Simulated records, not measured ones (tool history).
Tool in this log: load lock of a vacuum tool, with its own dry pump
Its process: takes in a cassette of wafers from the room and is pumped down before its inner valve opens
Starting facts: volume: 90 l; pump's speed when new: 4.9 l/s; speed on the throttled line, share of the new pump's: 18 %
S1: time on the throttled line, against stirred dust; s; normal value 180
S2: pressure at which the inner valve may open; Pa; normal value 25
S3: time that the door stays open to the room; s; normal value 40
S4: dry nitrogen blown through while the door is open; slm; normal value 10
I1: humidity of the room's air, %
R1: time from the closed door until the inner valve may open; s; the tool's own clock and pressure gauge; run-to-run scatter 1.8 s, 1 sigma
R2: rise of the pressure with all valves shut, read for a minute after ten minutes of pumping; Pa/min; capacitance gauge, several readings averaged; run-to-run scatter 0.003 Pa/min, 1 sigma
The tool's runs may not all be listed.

| run | hour | S1 | S2 | S3 | S4 | I1 | R1 | R2 |
|---|---|---|---|---|---|---|---|---|
| 1 | 0.0 | 180 | 25 | 40 | 10 | 45.4 | 321.1 | 0.117 |
| 2 | 236.8 | 180 | 25 | 40 | 10 | 44.0 | 321.9 | 0.121 |
| 3 | 700.0 | 180 | 25 | 40 | 10 | 42.8 | 323.4 | 0.140 |
| 4 | 1115.6 | 180 | 25 | 40 | 10 | 43.6 | 317.7 | 0.176 |
| 5 | 1529.6 | 180 | 25 | 40 | 10 | 45.1 | 322.7 | 0.203 |
| 6 | 1878.3 | 180 | 25 | 40 | 10 | 45.1 | 326.2 | 0.220 |
| 7 | 2209.4 | 114 | 25 | 40 | 10 | 47.1 | 273.9 | 0.253 |
|  | 2514.2 | dry pump taken out, an overhauled one fitted |
| 8 | 2580.9 | 114 | 25 | 40 | 10 | 43.6 | 246.7 | 0.266 |
| 9 | 2795.5 | 145 | 25 | 40 | 10 | 42.3 | 275.1 | 0.283 |
| 10 | 3160.1 | 129 | 20 | 45 | 10 | 48.3 | 267.8 | 0.314 |
| 11 | 3393.5 | 129 | 20 | 45 | 10 | 42.9 | 269.7 | 0.335 |
| 12 | 3719.1 | 129 | 20 | 45 | 10 | 44.9 | 269.8 | 0.357 |
| 13 | 3969.8 | 129 | 20 | 45 | 10 | 45.3 | 267.7 | 0.390 |
| 14 | 4268.3 | 118 | 18 | 27 | 16 | 44.9 | 260.4 | 0.401 |
| 15 | 4665.2 | 118 | 18 | 27 | 16 | 46.3 | 262.1 | 0.447 |
| 16 | 5060.0 | 322 | 19 | 27 | 24 | 45.2 | 425.9 | 0.486 |
| 17 | 5303.9 | 322 | 19 | 27 | 24 | 43.0 | 428.3 | 0.513 |
| 18 | 5664.7 | 112 | 32 | 134 | 6 | 46.8 | 251.1 | 0.592 |

5 ways to go on from here, each from the tool as it stands after run 18. What would each give?
| A | 5890.3 | 156 | 25 | 40 | 10 | 47.2 | ? | ? |
| B | 5890.3 | 305 | 25 | 40 | 5 | 44.8 | ? | ? |
| C | 5890.3 | 112 | 25 | 62 | 5 | 47.8 | ? | ? |
| D | 5890.3 | 180 | 25 | 41 | 10 | 43.4 | ? | ? |
| E | 5890.3 | 157 | 32 | 28 | 6 | 46.6 | ? | ? |

| run | R1 | R2 |
|---|---|---|
| A | 288.0 | 0.590 |
| B | 409.5 | 0.587 |
| C | 253.8 | 0.591 |
| D | 309.8 | 0.591 |
| E | 283.7 | 0.581 |
Without the tool's hidden state the same runs would have given:
| run | R1 | R2 |
|---|---|---|
| A | 281.5 | 0.036 |
| B | 404.4 | 0.035 |
| C | 246.8 | 0.045 |
| D | 303.1 | 0.030 |
| E | 277.5 | 0.028 |
